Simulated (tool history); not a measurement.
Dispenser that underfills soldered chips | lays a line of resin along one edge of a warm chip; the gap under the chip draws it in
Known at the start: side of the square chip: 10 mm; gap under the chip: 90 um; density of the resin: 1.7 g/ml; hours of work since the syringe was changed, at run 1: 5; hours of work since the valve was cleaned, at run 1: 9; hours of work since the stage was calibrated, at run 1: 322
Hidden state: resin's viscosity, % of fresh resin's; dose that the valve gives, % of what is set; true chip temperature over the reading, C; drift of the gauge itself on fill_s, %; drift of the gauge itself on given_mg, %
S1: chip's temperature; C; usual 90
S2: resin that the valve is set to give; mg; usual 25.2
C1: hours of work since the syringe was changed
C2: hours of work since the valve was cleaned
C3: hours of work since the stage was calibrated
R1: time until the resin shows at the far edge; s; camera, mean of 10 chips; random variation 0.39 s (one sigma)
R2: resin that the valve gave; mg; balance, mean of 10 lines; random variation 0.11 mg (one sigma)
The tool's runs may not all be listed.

| run | day | S1 | S2 | C1 | C2 | C3 | R1 | R2 |
|---|---|---|---|---|---|---|---|---|
| 1 | 0 | 90 | 25.2 | 5 | 9 | 322 | 33.6 | 24.93 |
|  | 0.2 | new syringe of resin |
| 2 | 0.571 | 90 | 25.2 | 6 | 19 | 331 | 35.9 | 25.03 |
|  | 0.704 | new syringe of resin |
| 3 | 1.142 | 90 | 29.9 | 8 | 28 | 341 | 37 | 29.48 |
|  | 1.204 | new syringe of resin |
| 4 | 1.425 | 90 | 29.9 | 4 | 33 | 345 | 30.4 | 29.3 |
|  | 1.704 | new syringe of resin |
| 5 | 2.046 | 90 | 21.8 | 6 | 43 | 356 | 36.5 | 21.26 |
|  | 2.196 | new syringe of resin |
|  | 2.312 | dispensing valve cleaned and set on the balance |
| 6 | 2.421 | 90 | 25.2 | 3 | 2 | 361 | 30.7 | 25.06 |
|  | 2.729 | new syringe of resin |
| 7 | 2.917 | 90 | 25.2 | 3 | 10 | 370 | 30.3 | 25.01 |
|  | 3.221 | new syringe of resin |
| 8 | 3.275 | 90 | 25.2 | 1 | 16 | 376 | 27.2 | 24.97 |
| 9 | 3.542 | 90 | 25.2 | 6 | 21 | 380 | 34.4 | 24.91 |
|  | 3.721 | new syringe of resin |
| 10 | 3.992 | 90 | 29.9 | 5 | 28 | 388 | 32.4 | 29.55 |
|  | 4.212 | new syringe of resin |
| 11 | 4.35 | 90 | 23.5 | 2 | 34 | 394 | 29.7 | 23.05 |
| 12 | 4.625 | 90 | 23.5 | 7 | 39 | 399 | 37.8 | 22.79 |
|  | 4.729 | new syringe of resin |
| 13 | 4.958 | 90 | 23.5 | 4 | 44 | 404 | 32.2 | 22.85 |
|  | 5.142 | dispensing valve cleaned and set on the balance |
|  | 5.271 | new syringe of resin |
| 14 | 5.575 | 90 | 23.5 | 5 | 7 | 414 | 35.3 | 23.22 |
|  | 5.754 | new syringe of resin |
| 15 | 6.108 | 90 | 23.5 | 6 | 16 | 423 | 35.9 | 23.35 |
|  | 6.275 | new syringe of resin |
| 16 | 6.588 | 90 | 23.5 | 5 | 24 | 431 | 34.3 | 23.08 |
|  | 6.762 | new syringe of resin |
| 17 | 6.917 | 104 | 26.2 | 3 | 30 | 436 | 18.2 | 25.71 |
|  | 7.262 | new syringe of resin |
| 18 | 7.558 | 104 | 26.2 | 5 | 41 | 447 | 19.4 | 25.54 |
|  | 7.754 | new syringe of resin |
|  | 7.975 | dispensing valve cleaned and set on the balance |
| 19 | 8.242 | 91 | 24.6 | 8 | 5 | 458 | 37.5 | 24.58 |
|  | 8.283 | new syringe of resin |
| 20 | 8.667 | 91 | 24.6 | 7 | 12 | 465 | 35.1 | 24.66 |
|  | 8.796 | new syringe of resin |
| 21 | 9.1 | 92 | 26.4 | 5 | 19 | 472 | 31.3 | 26.07 |
|  | 9.283 | new syringe of resin |
| 22 | 9.508 | 84 | 21.8 | 4 | 26 | 479 | 41.2 | 21.48 |
|  | 9.808 | new syringe of resin |
| 23 | 10.021 | 84 | 21.8 | 4 | 34 | 488 | 41.3 | 21.44 |
|  | 10.3 | new syringe of resin |
| 24 | 10.638 | 92 | 25.2 | 6 | 45 | 498 | 33.8 | 24.56 |
|  | 10.792 | new syringe of resin |
|  | 10.833 | dispensing valve cleaned and set on the balance |
| 25 | 11.1 | 96 | 31.1 | 5 | 5 | 505 | 26.3 | 31.16 |
|  | 11.317 | new syringe of resin |
| 26 | 11.554 | 96 | 31.1 | 4 | 12 | 513 | 25.7 | 31.05 |
|  | 11.804 | new syringe of resin |
| 27 | 12.212 | 96 | 31.1 | 7 | 23 | 524 | 28.9 | 30.71 |
|  | 12.329 | new syringe of resin |
| 28 | 12.521 | 96 | 31.1 | 3 | 28 | 529 | 24.2 | 30.82 |
|  | 12.825 | new syringe of resin |
| 29 | 13.125 | 96 | 31.1 | 5 | 39 | 539 | 26.8 | 30.52 |
|  | 13.3 | new syringe of resin |
|  | 13.662 | dispensing valve cleaned and set on the balance |
| 30 | 13.754 | 88 | 22.5 | 7 | 2 | 549 | 42.4 | 22.49 |

Forecast each of these 5 alternatives for the next run:
|  | 13.854 | new syringe of resin |
| A | 14.183 | 90 | 32.3 | 6 | 9 | 556 | ? | ? |
|  | 13.854 | new syringe of resin |
| B | 14.183 | 85 | 24.7 | 6 | 9 | 556 | ? | ? |
|  | 13.854 | new syringe of resin |
| C | 14.183 | 95 | 31.2 | 6 | 9 | 556 | ? | ? |
|  | 13.854 | new syringe of resin |
| D | 14.183 | 77 | 30.2 | 6 | 9 | 556 | ? | ? |
|  | 13.854 | new syringe of resin |
| E | 14.183 | 83 | 22 | 6 | 9 | 556 | ? | ? |

| run | R1 | R2 |
|---|---|---|
| A | 34.7 | 32.19 |
| B | 43.3 | 24.5 |
| C | 28.9 | 31.18 |
| D | 57.7 | 30.1 |
| E | 47.8 | 21.94 |
Without the tool's hidden state the same runs would have given:
| run | R1 | R2 |
|---|---|---|
| A | 24.5 | 32.29 |
| B | 30.6 | 24.58 |
| C | 20.4 | 31.28 |
| D | 40.8 | 30.19 |
| E | 33.7 | 22.01 |
